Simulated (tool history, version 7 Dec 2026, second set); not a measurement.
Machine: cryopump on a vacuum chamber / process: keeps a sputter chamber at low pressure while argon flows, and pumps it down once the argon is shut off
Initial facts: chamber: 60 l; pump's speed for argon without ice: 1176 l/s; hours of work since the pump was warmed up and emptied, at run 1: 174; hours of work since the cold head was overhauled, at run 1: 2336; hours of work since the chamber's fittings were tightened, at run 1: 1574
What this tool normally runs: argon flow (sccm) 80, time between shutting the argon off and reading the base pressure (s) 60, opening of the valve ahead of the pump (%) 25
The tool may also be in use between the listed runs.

run	hour	argon flow (sccm)	time between shutting the argon off and reading the base pressure (s)	opening of the valve ahead of the pump (%)	hours of work since the pump was warmed up and emptied	hours of work since the cold head was overhauled	hours of work since the chamber's fittings were tightened	pressure while argon flows (Pa)	pressure after the wait (uPa)
1	0.0	80	60	25	174	2336	1574	0.4712	4.92
2	79.0	80	60	25	239	2401	1639	0.4743	5.19
3	147.3	80	60	25	295	2457	1695	0.4766	5.18
4	220.1	80	60	48	354	2517	1754	0.2603	5.49
5	290.7	80	60	48	412	2575	1812	0.2608	5.61
6	341.5	80	60	25	454	2616	1854	0.4853	5.69
# hour 394.8: leaking fittings of the chamber tightened, without venting
7	414.2	80	60	25	512	2674	16	0.4891	2.39
8	453.4	80	60	25	544	2707	48	0.4900	2.43
9	533.1	80	60	25	609	2772	113	0.4940	2.64
10	585.6	80	60	25	652	2815	156	0.4937	2.65
11	631.3	80	60	25	690	2853	194	0.4944	2.76
12	687.2	80	60	44	736	2898	240	0.3005	2.85
13	724.8	49	38	44	767	2929	271	0.1856	4.16
14	789.3	117	32	17	820	2982	324	1.0568	4.92
15	830.4	117	32	17	853	3016	357	1.0590	4.93
16	915.8	62	60	23	923	3086	427	0.4279	3.39
17	963.7	62	60	23	963	3125	467	0.4267	3.45
18	1014.1	62	60	23	1004	3167	508	0.4343	3.54
19	1059.9	62	60	23	1041	3204	546	0.4365	3.63
# hour 1086.8: pump warmed up, emptied and cooled again
20	1131.2	62	60	23	36	3258	600	0.3914	3.15

Consider 4 possible next runs. They are alternatives, not a sequence: every one starts from the tool as it was left by run 20. What does each give?
A	1168.1	52	70	20	67	3289	630	?	?
B	1168.1	36	70	16	67	3289	630	?	?
C	1168.1	52	147	25	67	3289	630	?	?
D	1168.1	80	43	19	67	3289	630	?	?

run	pressure while argon flows (Pa)	pressure after the wait (uPa)
A	0.3749	2.95
B	0.3253	3.01
C	0.3020	2.11
D	0.6147	4.05
What these runs would have given with no unlogged condition in the tool:
run	pressure while argon flows (Pa)	pressure after the wait (uPa)
A	0.3712	1.96
B	0.3228	2.01
C	0.2983	1.11
D	0.6090	3.07
